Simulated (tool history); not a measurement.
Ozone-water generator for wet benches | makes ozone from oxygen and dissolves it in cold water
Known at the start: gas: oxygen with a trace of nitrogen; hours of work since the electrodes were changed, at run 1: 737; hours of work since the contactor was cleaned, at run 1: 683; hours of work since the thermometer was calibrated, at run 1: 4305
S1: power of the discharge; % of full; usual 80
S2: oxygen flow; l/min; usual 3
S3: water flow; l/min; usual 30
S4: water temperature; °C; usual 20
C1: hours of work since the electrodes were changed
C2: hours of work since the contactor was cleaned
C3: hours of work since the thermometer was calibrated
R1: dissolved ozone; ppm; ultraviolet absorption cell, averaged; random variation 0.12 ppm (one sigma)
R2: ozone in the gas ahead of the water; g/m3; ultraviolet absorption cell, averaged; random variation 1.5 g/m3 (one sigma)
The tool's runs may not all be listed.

{"run": 1, "hour": 0.0, "S1": 80, "S2": 3, "S3": 30, "S4": 20, "C1": 737, "C2": 683, "C3": 4305, "R1": 11.4, "R2": 268.3}
{"run": 2, "hour": 58.9, "S1": 80, "S2": 3, "S3": 30, "S4": 20, "C1": 776, "C2": 721, "C3": 4343, "R1": 11.3, "R2": 270.9}
{"run": 3, "hour": 114.6, "S1": 80, "S2": 3, "S3": 30, "S4": 20, "C1": 812, "C2": 758, "C3": 4380, "R1": 11.3, "R2": 270.8}
{"run": 4, "hour": 186.8, "S1": 80, "S2": 3, "S3": 30, "S4": 20, "C1": 859, "C2": 805, "C3": 4427, "R1": 11.1, "R2": 268.3}
{"run": 5, "hour": 229.2, "S1": 80, "S2": 3, "S3": 30, "S4": 20, "C1": 887, "C2": 833, "C3": 4455, "R1": 11.3, "R2": 267.9}
{"run": 6, "hour": 297.2, "S1": 80, "S2": 3, "S3": 30, "S4": 20, "C1": 931, "C2": 877, "C3": 4499, "R1": 11, "R2": 267.6}
{"run": 7, "hour": 373.7, "S1": 80, "S2": 3, "S3": 30, "S4": 14, "C1": 981, "C2": 927, "C3": 4549, "R1": 11.4, "R2": 268.5}
{"run": 8, "hour": 411.3, "S1": 80, "S2": 3, "S3": 30, "S4": 14, "C1": 1006, "C2": 952, "C3": 4574, "R1": 11.6, "R2": 270.1}
{"run": 9, "hour": 451.7, "S1": 80, "S2": 3, "S3": 30, "S4": 14, "C1": 1032, "C2": 978, "C3": 4600, "R1": 11.5, "R2": 267.1}
{"run": 10, "hour": 535.3, "S1": 80, "S2": 3, "S3": 30, "S4": 14, "C1": 1087, "C2": 1033, "C3": 4655, "R1": 11.6, "R2": 267.5}
{"run": 11, "hour": 573.1, "S1": 80, "S2": 3, "S3": 30, "S4": 20, "C1": 1111, "C2": 1057, "C3": 4679, "R1": 11.2, "R2": 270.1}
{"run": 12, "hour": 614.4, "S1": 80, "S2": 3, "S3": 40, "S4": 20, "C1": 1138, "C2": 1084, "C3": 4706, "R1": 8.1, "R2": 268}
{"hour": 634.4, "done": "water thermometer calibrated"}
{"run": 13, "hour": 654.7, "S1": 80, "S2": 3, "S3": 40, "S4": 20, "C1": 1164, "C2": 1110, "C3": 13, "R1": 8.4, "R2": 267.2}
{"run": 14, "hour": 728.4, "S1": 80, "S2": 3, "S3": 40, "S4": 20, "C1": 1212, "C2": 1158, "C3": 61, "R1": 8.1, "R2": 268.2}
{"run": 15, "hour": 795.6, "S1": 80, "S2": 3, "S3": 30, "S4": 13, "C1": 1256, "C2": 1202, "C3": 105, "R1": 11.7, "R2": 267.2}
{"run": 16, "hour": 874.2, "S1": 80, "S2": 3, "S3": 30, "S4": 13, "C1": 1308, "C2": 1254, "C3": 157, "R1": 11.5, "R2": 266.5}
{"run": 17, "hour": 953.9, "S1": 80, "S2": 3, "S3": 30, "S4": 13, "C1": 1360, "C2": 1306, "C3": 209, "R1": 11.5, "R2": 267.6}
{"run": 18, "hour": 1011.6, "S1": 59, "S2": 3, "S3": 27, "S4": 20, "C1": 1397, "C2": 1343, "C3": 246, "R1": 10, "R2": 218.4}
{"run": 19, "hour": 1090.5, "S1": 59, "S2": 3, "S3": 27, "S4": 20, "C1": 1449, "C2": 1395, "C3": 298, "R1": 10.1, "R2": 216.2}
{"run": 20, "hour": 1166.5, "S1": 59, "S2": 3, "S3": 27, "S4": 20, "C1": 1499, "C2": 1444, "C3": 347, "R1": 10.1, "R2": 216.4}
{"run": 21, "hour": 1220.1, "S1": 80, "S2": 1.85, "S3": 35, "S4": 24, "C1": 1533, "C2": 1479, "C3": 382, "R1": 7.2, "R2": 314.4}
{"run": 22, "hour": 1279.0, "S1": 42, "S2": 1.55, "S3": 30, "S4": 21, "C1": 1572, "C2": 1518, "C3": 421, "R1": 5.2, "R2": 214.2}
{"run": 23, "hour": 1332.4, "S1": 66, "S2": 1.55, "S3": 40, "S4": 21, "C1": 1607, "C2": 1553, "C3": 456, "R1": 5.2, "R2": 291.8}
{"run": 24, "hour": 1384.4, "S1": 80, "S2": 3, "S3": 23, "S4": 20, "C1": 1641, "C2": 1587, "C3": 490, "R1": 14.1, "R2": 266}
{"run": 25, "hour": 1466.3, "S1": 61, "S2": 2.93, "S3": 44, "S4": 21, "C1": 1694, "C2": 1640, "C3": 543, "R1": 6, "R2": 223.6}
{"run": 26, "hour": 1542.8, "S1": 61, "S2": 2.93, "S3": 44, "S4": 21, "C1": 1744, "C2": 1690, "C3": 593, "R1": 6, "R2": 222.3}
{"run": 27, "hour": 1605.2, "S1": 61, "S2": 2.93, "S3": 44, "S4": 21, "C1": 1785, "C2": 1731, "C3": 634, "R1": 6, "R2": 222.9}
{"run": 28, "hour": 1662.2, "S1": 61, "S2": 4.81, "S3": 22, "S4": 27, "C1": 1822, "C2": 1768, "C3": 671, "R1": 12.9, "R2": 188}
{"run": 29, "hour": 1725.3, "S1": 48, "S2": 1.54, "S3": 21, "S4": 20, "C1": 1863, "C2": 1809, "C3": 712, "R1": 8.4, "R2": 235.3}
{"run": 30, "hour": 1806.2, "S1": 48, "S2": 1.54, "S3": 21, "S4": 20, "C1": 1916, "C2": 1862, "C3": 765, "R1": 8.2, "R2": 235.5}
{"run": 31, "hour": 1882.7, "S1": 48, "S2": 1.54, "S3": 21, "S4": 20, "C1": 1966, "C2": 1912, "C3": 815, "R1": 8.1, "R2": 234.1}

5 ways to go on from here, each from the tool as it stands after run 31. What would each give?
{"run": "A", "hour": 1942.0, "S1": 86, "S2": 1.54, "S3": 45, "S4": 20, "C1": 2005, "C2": 1951, "C3": 854, "R1": "?", "R2": "?"}
{"run": "B", "hour": 1942.0, "S1": 68, "S2": 3, "S3": 30, "S4": 20, "C1": 2005, "C2": 1951, "C3": 854, "R1": "?", "R2": "?"}
{"run": "C", "hour": 1942.0, "S1": 81, "S2": 3.28, "S3": 21, "S4": 18, "C1": 2005, "C2": 1951, "C3": 854, "R1": "?", "R2": "?"}
{"run": "D", "hour": 1942.0, "S1": 48, "S2": 1.54, "S3": 23, "S4": 19, "C1": 2005, "C2": 1951, "C3": 854, "R1": "?", "R2": "?"}
{"run": "E", "hour": 1942.0, "S1": 80, "S2": 3.08, "S3": 30, "S4": 16, "C1": 2005, "C2": 1951, "C3": 854, "R1": "?", "R2": "?"}

run=A R1=5.2 R2=348.9
run=B R1=9.7 R2=237.8
run=C R1=16 R2=260.7
run=D R1=7.5 R2=234.6
run=E R1=11.4 R2=261.6
Without the tool's hidden state the same runs would have given:
run=A R1=5.5 R2=362.8
run=B R1=10.1 R2=245.9
run=C R1=16.8 R2=270.7
run=D R1=7.8 R2=240.6
run=E R1=12 R2=271.6

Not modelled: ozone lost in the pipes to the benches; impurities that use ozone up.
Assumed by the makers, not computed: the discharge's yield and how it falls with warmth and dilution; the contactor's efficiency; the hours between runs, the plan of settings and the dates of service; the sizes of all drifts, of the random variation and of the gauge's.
